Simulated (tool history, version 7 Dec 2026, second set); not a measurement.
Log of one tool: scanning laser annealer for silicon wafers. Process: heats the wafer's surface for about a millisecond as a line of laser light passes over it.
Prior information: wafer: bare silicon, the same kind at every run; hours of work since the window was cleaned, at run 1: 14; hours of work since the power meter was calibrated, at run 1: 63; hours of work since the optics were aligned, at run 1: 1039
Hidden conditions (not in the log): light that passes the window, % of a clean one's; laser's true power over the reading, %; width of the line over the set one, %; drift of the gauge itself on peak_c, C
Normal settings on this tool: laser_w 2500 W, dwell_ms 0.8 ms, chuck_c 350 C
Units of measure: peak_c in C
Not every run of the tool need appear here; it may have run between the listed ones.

| run | day | laser_w | dwell_ms | chuck_c | hours of work since the window was cleaned | hours of work since the power meter was calibrated | hours of work since the optics were aligned | peak_c |
|---|---|---|---|---|---|---|---|---|
| 1 | 0 | 2500 | 0.8 | 350 | 14 | 63 | 1039 | 1054 |
| 2 | 0.496 | 2500 | 0.8 | 350 | 21 | 69 | 1046 | 1057 |
| 3 | 1.058 | 2500 | 0.8 | 350 | 29 | 77 | 1053 | 1055 |
| 4 | 1.667 | 2500 | 0.8 | 350 | 37 | 85 | 1062 | 1057 |
| 5 | 2.117 | 2710 | 0.8 | 350 | 43 | 92 | 1068 | 1123 |
| 6 | 2.646 | 2500 | 0.8 | 350 | 50 | 99 | 1075 | 1056 |
| 7 | 3.392 | 2500 | 0.8 | 350 | 61 | 109 | 1085 | 1054 |
| 8 | 4.05 | 2500 | 0.8 | 319 | 70 | 118 | 1094 | 1019 |
| 9 | 4.421 | 2500 | 0.8 | 350 | 75 | 123 | 1099 | 1053 |
| 10 | 5.042 | 2500 | 0.832 | 350 | 83 | 132 | 1108 | 1065 |
| 11 | 5.854 | 2500 | 0.623 | 350 | 94 | 143 | 1119 | 967 |
| 12 | 6.217 | 2500 | 0.623 | 350 | 99 | 148 | 1124 | 974 |
| 13 | 6.825 | 2146 | 0.8 | 350 | 107 | 156 | 1132 | 933 |
| 14 | 7.562 | 2146 | 0.8 | 350 | 117 | 166 | 1142 | 931 |
| 15 | 8.004 | 2500 | 0.954 | 331 | 123 | 172 | 1148 | 1091 |
| 16 | 8.854 | 2453 | 0.75 | 355 | 135 | 184 | 1160 | 1021 |
|  | 9.046 | laser's power meter calibrated |
| 17 | 9.333 | 2572 | 0.74 | 366 | 140 | 4 | 1165 | 1060 |
| 18 | 9.796 | 2401 | 0.8 | 321 | 146 | 10 | 1171 | 989 |
| 19 | 10.246 | 2500 | 0.628 | 314 | 152 | 16 | 1177 | 938 |
| 20 | 10.9 | 2419 | 0.59 | 314 | 161 | 25 | 1186 | 891 |
| 21 | 11.362 | 2500 | 0.8 | 318 | 168 | 32 | 1192 | 1018 |
| 22 | 12.058 | 2500 | 0.8 | 318 | 177 | 41 | 1202 | 1014 |
| 23 | 12.667 | 2270 | 0.622 | 353 | 185 | 49 | 1210 | 901 |
|  | 13.004 | laser's power meter calibrated, once more |
| 24 | 13.621 | 2305 | 0.809 | 353 | 197 | 8 | 1222 | 986 |
| 25 | 14.312 | 2305 | 0.809 | 353 | 206 | 18 | 1231 | 988 |

Below are 3 alternative next runs, each starting from the tool's condition after run 25. Predict each:
| A | 15.029 | 2743 | 0.565 | 350 | 216 | 28 | 1241 | ? |
| B | 15.029 | 2576 | 0.847 | 387 | 216 | 28 | 1241 | ? |
| C | 15.029 | 2500 | 0.722 | 389 | 216 | 28 | 1241 | ? |

| run | peak_c |
|---|---|
| A | 1007 |
| B | 1130 |
| C | 1050 |
The same runs, with their run-to-run variation unchanged, on a tool lacking any hidden condition would have given:
| run | peak_c |
|---|---|
| A | 1028 |
| B | 1154 |
| C | 1072 |
